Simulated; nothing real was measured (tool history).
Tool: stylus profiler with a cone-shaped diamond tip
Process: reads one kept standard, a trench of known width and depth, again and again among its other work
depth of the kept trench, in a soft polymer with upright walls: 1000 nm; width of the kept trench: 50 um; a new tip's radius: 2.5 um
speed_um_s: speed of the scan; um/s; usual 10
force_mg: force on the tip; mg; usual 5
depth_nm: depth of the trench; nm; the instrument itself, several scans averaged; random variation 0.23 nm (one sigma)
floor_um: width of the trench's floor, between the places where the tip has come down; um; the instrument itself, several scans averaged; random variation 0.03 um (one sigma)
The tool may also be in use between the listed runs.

{"run": 1, "hour": 0.0, "speed_um_s": 10, "force_mg": 5, "depth_nm": 1010.67, "floor_um": 45.96}
{"run": 2, "hour": 80.3, "speed_um_s": 10, "force_mg": 5, "depth_nm": 1010.12, "floor_um": 45.99}
{"run": 3, "hour": 125.7, "speed_um_s": 10, "force_mg": 5, "depth_nm": 1010.84, "floor_um": 45.94}
{"run": 4, "hour": 166.4, "speed_um_s": 10, "force_mg": 5, "depth_nm": 1010.6, "floor_um": 45.95}
{"run": 5, "hour": 213.7, "speed_um_s": 10, "force_mg": 5, "depth_nm": 1010.57, "floor_um": 45.97}
{"run": 6, "hour": 305.6, "speed_um_s": 10, "force_mg": 2.83, "depth_nm": 1006.95, "floor_um": 46}
{"run": 7, "hour": 393.4, "speed_um_s": 10, "force_mg": 2.83, "depth_nm": 1007.43, "floor_um": 45.95}
{"run": 8, "hour": 462.0, "speed_um_s": 10, "force_mg": 5, "depth_nm": 1010.6, "floor_um": 45.94}
{"run": 9, "hour": 545.6, "speed_um_s": 10, "force_mg": 5, "depth_nm": 1010.57, "floor_um": 45.94}
{"run": 10, "hour": 621.2, "speed_um_s": 10, "force_mg": 5, "depth_nm": 1010.14, "floor_um": 45.97}
{"run": 11, "hour": 668.8, "speed_um_s": 10, "force_mg": 5, "depth_nm": 1010.76, "floor_um": 45.91}
{"run": 12, "hour": 708.6, "speed_um_s": 10, "force_mg": 5, "depth_nm": 1010.56, "floor_um": 46.01}
{"run": 13, "hour": 767.6, "speed_um_s": 10, "force_mg": 5, "depth_nm": 1010.86, "floor_um": 45.99}
{"run": 14, "hour": 847.4, "speed_um_s": 10, "force_mg": 5, "depth_nm": 1010.96, "floor_um": 45.98}
{"run": 15, "hour": 939.4, "speed_um_s": 11, "force_mg": 5.57, "depth_nm": 1011.78, "floor_um": 45.93}
{"run": 16, "hour": 1008.9, "speed_um_s": 6, "force_mg": 9.45, "depth_nm": 1016.2, "floor_um": 45.97}
{"run": 17, "hour": 1069.0, "speed_um_s": 19, "force_mg": 10.08, "depth_nm": 1017.4, "floor_um": 45.93}
{"run": 18, "hour": 1154.2, "speed_um_s": 6, "force_mg": 12.49, "depth_nm": 1019.61, "floor_um": 45.91}
{"run": 19, "hour": 1215.3, "speed_um_s": 6, "force_mg": 6.68, "depth_nm": 1013, "floor_um": 45.97}
{"run": 20, "hour": 1292.0, "speed_um_s": 7, "force_mg": 5.97, "depth_nm": 1011.78, "floor_um": 45.96}
{"run": 21, "hour": 1329.8, "speed_um_s": 7, "force_mg": 5.97, "depth_nm": 1012, "floor_um": 45.98}
{"run": 22, "hour": 1397.4, "speed_um_s": 11, "force_mg": 4.11, "depth_nm": 1009.26, "floor_um": 45.97}
{"run": 23, "hour": 1462.9, "speed_um_s": 11, "force_mg": 5.48, "depth_nm": 1011.19, "floor_um": 45.89}
{"run": 24, "hour": 1552.0, "speed_um_s": 5, "force_mg": 1.81, "depth_nm": 1005.69, "floor_um": 45.98}
{"run": 25, "hour": 1615.7, "speed_um_s": 39, "force_mg": 2.13, "depth_nm": 1005.89, "floor_um": 45.84}

Not shown: 1 entry that the log had between the listed runs. Between which runs, and how does the tool's hidden state differ before and after?
Between runs 16 and 17: height scale calibrated on a step standard (hour 1051)
  height scale over the true one, %: 0.004 -> 0
  measured less the result without the state, floor_um: -0.02 -> -0.03 um
